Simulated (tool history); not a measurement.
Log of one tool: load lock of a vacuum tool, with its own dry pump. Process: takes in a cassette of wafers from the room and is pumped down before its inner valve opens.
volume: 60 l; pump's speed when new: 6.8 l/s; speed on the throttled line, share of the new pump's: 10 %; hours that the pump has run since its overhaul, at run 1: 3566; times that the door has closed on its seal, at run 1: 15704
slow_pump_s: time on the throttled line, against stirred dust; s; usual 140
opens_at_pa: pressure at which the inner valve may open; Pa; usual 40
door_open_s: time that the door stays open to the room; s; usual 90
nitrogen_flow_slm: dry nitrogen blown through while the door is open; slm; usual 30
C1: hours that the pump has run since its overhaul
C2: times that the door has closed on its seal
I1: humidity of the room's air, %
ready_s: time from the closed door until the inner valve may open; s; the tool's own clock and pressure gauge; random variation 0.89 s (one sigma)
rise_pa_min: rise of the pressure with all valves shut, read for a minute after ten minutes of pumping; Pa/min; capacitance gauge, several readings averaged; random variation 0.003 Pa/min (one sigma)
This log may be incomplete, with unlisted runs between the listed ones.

{"run": 1, "hour": 0.0, "slow_pump_s": 140, "opens_at_pa": 40, "door_open_s": 90, "nitrogen_flow_slm": 30, "C1": 3566, "C2": 15704, "I1": 46.1, "ready_s": 198.4, "rise_pa_min": 0.246}
{"run": 2, "hour": 468.1, "slow_pump_s": 140, "opens_at_pa": 40, "door_open_s": 90, "nitrogen_flow_slm": 30, "C1": 4034, "C2": 17065, "I1": 44.7, "ready_s": 197.8, "rise_pa_min": 0.269}
{"run": 3, "hour": 871.4, "slow_pump_s": 140, "opens_at_pa": 40, "door_open_s": 90, "nitrogen_flow_slm": 30, "C1": 4438, "C2": 18237, "I1": 42, "ready_s": 200.2, "rise_pa_min": 0.285}
{"run": 4, "hour": 1546.1, "slow_pump_s": 140, "opens_at_pa": 40, "door_open_s": 90, "nitrogen_flow_slm": 30, "C1": 5112, "C2": 20198, "I1": 45.9, "ready_s": 200.3, "rise_pa_min": 0.321}
{"run": 5, "hour": 2099.2, "slow_pump_s": 140, "opens_at_pa": 40, "door_open_s": 90, "nitrogen_flow_slm": 30, "C1": 5665, "C2": 21806, "I1": 42.7, "ready_s": 197.9, "rise_pa_min": 0.363}
{"run": 6, "hour": 2444.2, "slow_pump_s": 140, "opens_at_pa": 40, "door_open_s": 90, "nitrogen_flow_slm": 36, "C1": 6010, "C2": 22809, "I1": 45.9, "ready_s": 200.5, "rise_pa_min": 0.374}
{"run": 7, "hour": 2823.0, "slow_pump_s": 140, "opens_at_pa": 40, "door_open_s": 83, "nitrogen_flow_slm": 30, "C1": 6389, "C2": 23911, "I1": 41.9, "ready_s": 200.7, "rise_pa_min": 0.417}
{"run": 8, "hour": 3436.2, "slow_pump_s": 140, "opens_at_pa": 40, "door_open_s": 83, "nitrogen_flow_slm": 30, "C1": 7003, "C2": 25693, "I1": 43.2, "ready_s": 200, "rise_pa_min": 0.459}
{"hour": 3537.6, "done": "door's seal changed, seat wiped"}
{"run": 9, "hour": 3805.9, "slow_pump_s": 140, "opens_at_pa": 40, "door_open_s": 83, "nitrogen_flow_slm": 30, "C1": 7371, "C2": 779, "I1": 46.5, "ready_s": 200.4, "rise_pa_min": 0.027}
{"run": 10, "hour": 4287.1, "slow_pump_s": 140, "opens_at_pa": 40, "door_open_s": 83, "nitrogen_flow_slm": 30, "C1": 7852, "C2": 2178, "I1": 47.3, "ready_s": 200.9, "rise_pa_min": 0.037}
{"run": 11, "hour": 4790.4, "slow_pump_s": 131, "opens_at_pa": 40, "door_open_s": 90, "nitrogen_flow_slm": 30, "C1": 8355, "C2": 3642, "I1": 39.7, "ready_s": 193.8, "rise_pa_min": 0.043}
{"run": 12, "hour": 5240.5, "slow_pump_s": 140, "opens_at_pa": 40, "door_open_s": 90, "nitrogen_flow_slm": 30, "C1": 8805, "C2": 4950, "I1": 44.1, "ready_s": 202.5, "rise_pa_min": 0.05}
{"run": 13, "hour": 5567.9, "slow_pump_s": 140, "opens_at_pa": 40, "door_open_s": 90, "nitrogen_flow_slm": 30, "C1": 9133, "C2": 5902, "I1": 45.4, "ready_s": 201.1, "rise_pa_min": 0.065}
{"run": 14, "hour": 6163.6, "slow_pump_s": 140, "opens_at_pa": 53, "door_open_s": 90, "nitrogen_flow_slm": 30, "C1": 9728, "C2": 7634, "I1": 43.9, "ready_s": 200.5, "rise_pa_min": 0.079}
{"run": 15, "hour": 6747.5, "slow_pump_s": 140, "opens_at_pa": 53, "door_open_s": 90, "nitrogen_flow_slm": 30, "C1": 10312, "C2": 9331, "I1": 46.3, "ready_s": 201.1, "rise_pa_min": 0.098}
{"run": 16, "hour": 7288.7, "slow_pump_s": 140, "opens_at_pa": 53, "door_open_s": 90, "nitrogen_flow_slm": 30, "C1": 10854, "C2": 10904, "I1": 47.1, "ready_s": 200.1, "rise_pa_min": 0.118}
{"run": 17, "hour": 7591.8, "slow_pump_s": 140, "opens_at_pa": 53, "door_open_s": 90, "nitrogen_flow_slm": 30, "C1": 11157, "C2": 11786, "I1": 45, "ready_s": 200.1, "rise_pa_min": 0.134}
{"run": 18, "hour": 8000.9, "slow_pump_s": 140, "opens_at_pa": 40, "door_open_s": 25, "nitrogen_flow_slm": 30, "C1": 11566, "C2": 12975, "I1": 43.9, "ready_s": 202.8, "rise_pa_min": 0.135}
{"run": 19, "hour": 8606.1, "slow_pump_s": 140, "opens_at_pa": 40, "door_open_s": 25, "nitrogen_flow_slm": 30, "C1": 12171, "C2": 14734, "I1": 43, "ready_s": 204.3, "rise_pa_min": 0.162}
{"run": 20, "hour": 8928.4, "slow_pump_s": 140, "opens_at_pa": 60, "door_open_s": 64, "nitrogen_flow_slm": 30, "C1": 12493, "C2": 15671, "I1": 49, "ready_s": 201.2, "rise_pa_min": 0.19}
{"run": 21, "hour": 9372.2, "slow_pump_s": 140, "opens_at_pa": 39, "door_open_s": 60, "nitrogen_flow_slm": 30, "C1": 12937, "C2": 16961, "I1": 47.5, "ready_s": 205, "rise_pa_min": 0.207}
{"run": 22, "hour": 10010.6, "slow_pump_s": 215, "opens_at_pa": 40, "door_open_s": 90, "nitrogen_flow_slm": 30, "C1": 13575, "C2": 18817, "I1": 46.5, "ready_s": 269.4, "rise_pa_min": 0.253}
{"run": 23, "hour": 10366.5, "slow_pump_s": 197, "opens_at_pa": 37, "door_open_s": 78, "nitrogen_flow_slm": 7, "C1": 13931, "C2": 19852, "I1": 44.5, "ready_s": 257.5, "rise_pa_min": 0.287}
{"run": 24, "hour": 10734.3, "slow_pump_s": 130, "opens_at_pa": 40, "door_open_s": 216, "nitrogen_flow_slm": 6, "C1": 14299, "C2": 20921, "I1": 47.7, "ready_s": 199.2, "rise_pa_min": 0.352}
{"run": 25, "hour": 11240.9, "slow_pump_s": 170, "opens_at_pa": 30, "door_open_s": 90, "nitrogen_flow_slm": 30, "C1": 14806, "C2": 22394, "I1": 44.8, "ready_s": 236.2, "rise_pa_min": 0.329}
{"run": 26, "hour": 11848.8, "slow_pump_s": 170, "opens_at_pa": 30, "door_open_s": 90, "nitrogen_flow_slm": 30, "C1": 15414, "C2": 24161, "I1": 48.6, "ready_s": 235.1, "rise_pa_min": 0.379}
{"run": 27, "hour": 12335.0, "slow_pump_s": 252, "opens_at_pa": 33, "door_open_s": 61, "nitrogen_flow_slm": 30, "C1": 15900, "C2": 25574, "I1": 44.3, "ready_s": 308.5, "rise_pa_min": 0.381}
{"hour": 12493.5, "done": "door's seal changed, seat wiped"}
{"run": 28, "hour": 12915.7, "slow_pump_s": 252, "opens_at_pa": 33, "door_open_s": 61, "nitrogen_flow_slm": 30, "C1": 16479, "C2": 1227, "I1": 46, "ready_s": 308.5, "rise_pa_min": 0.023}
{"run": 29, "hour": 13216.1, "slow_pump_s": 76, "opens_at_pa": 69, "door_open_s": 44, "nitrogen_flow_slm": 41, "C1": 16779, "C2": 2100, "I1": 43.9, "ready_s": 146.5, "rise_pa_min": 0.018}
{"run": 30, "hour": 13560.7, "slow_pump_s": 167, "opens_at_pa": 69, "door_open_s": 44, "nitrogen_flow_slm": 41, "C1": 17124, "C2": 3102, "I1": 46.2, "ready_s": 227.3, "rise_pa_min": 0.028}
{"run": 31, "hour": 14240.6, "slow_pump_s": 167, "opens_at_pa": 69, "door_open_s": 44, "nitrogen_flow_slm": 41, "C1": 17804, "C2": 5079, "I1": 49.5, "ready_s": 227.2, "rise_pa_min": 0.047}
{"hour": 14707.5, "done": "dry pump taken out, an overhauled one fitted"}
{"run": 32, "hour": 14794.3, "slow_pump_s": 203, "opens_at_pa": 28, "door_open_s": 90, "nitrogen_flow_slm": 7, "C1": 87, "C2": 6671, "I1": 42.6, "ready_s": 253, "rise_pa_min": 0.082}
{"run": 33, "hour": 15370.6, "slow_pump_s": 203, "opens_at_pa": 28, "door_open_s": 90, "nitrogen_flow_slm": 7, "C1": 663, "C2": 8346, "I1": 46.6, "ready_s": 255.4, "rise_pa_min": 0.104}
{"run": 34, "hour": 15940.0, "slow_pump_s": 81, "opens_at_pa": 32, "door_open_s": 77, "nitrogen_flow_slm": 4, "C1": 1232, "C2": 10001, "I1": 44.9, "ready_s": 146.4, "rise_pa_min": 0.122}
{"run": 35, "hour": 16515.4, "slow_pump_s": 81, "opens_at_pa": 32, "door_open_s": 77, "nitrogen_flow_slm": 4, "C1": 1808, "C2": 11674, "I1": 43.1, "ready_s": 144.7, "rise_pa_min": 0.14}

Alternative continuations, all from the tool just after run 35; predict every row:
{"run": "A", "hour": 16976.5, "slow_pump_s": 81, "opens_at_pa": 65, "door_open_s": 65, "nitrogen_flow_slm": 25, "C1": 2269, "C2": 13015, "I1": 42, "ready_s": "?", "rise_pa_min": "?"}
{"run": "B", "hour": 16976.5, "slow_pump_s": 196, "opens_at_pa": 51, "door_open_s": 90, "nitrogen_flow_slm": 9, "C1": 2269, "C2": 13015, "I1": 46.3, "ready_s": "?", "rise_pa_min": "?"}
{"run": "C", "hour": 16976.5, "slow_pump_s": 267, "opens_at_pa": 61, "door_open_s": 90, "nitrogen_flow_slm": 19, "C1": 2269, "C2": 13015, "I1": 44.4, "ready_s": "?", "rise_pa_min": "?"}

run=A ready_s=140.6 rise_pa_min=0.148
run=B ready_s=244.6 rise_pa_min=0.168
run=C ready_s=305.9 rise_pa_min=0.16
With the hidden condition removed and each run's random variation left untouched, the same runs would have given:
run=A ready_s=138.9 rise_pa_min=0.017
run=B ready_s=243.2 rise_pa_min=0.035
run=C ready_s=304.8 rise_pa_min=0.027
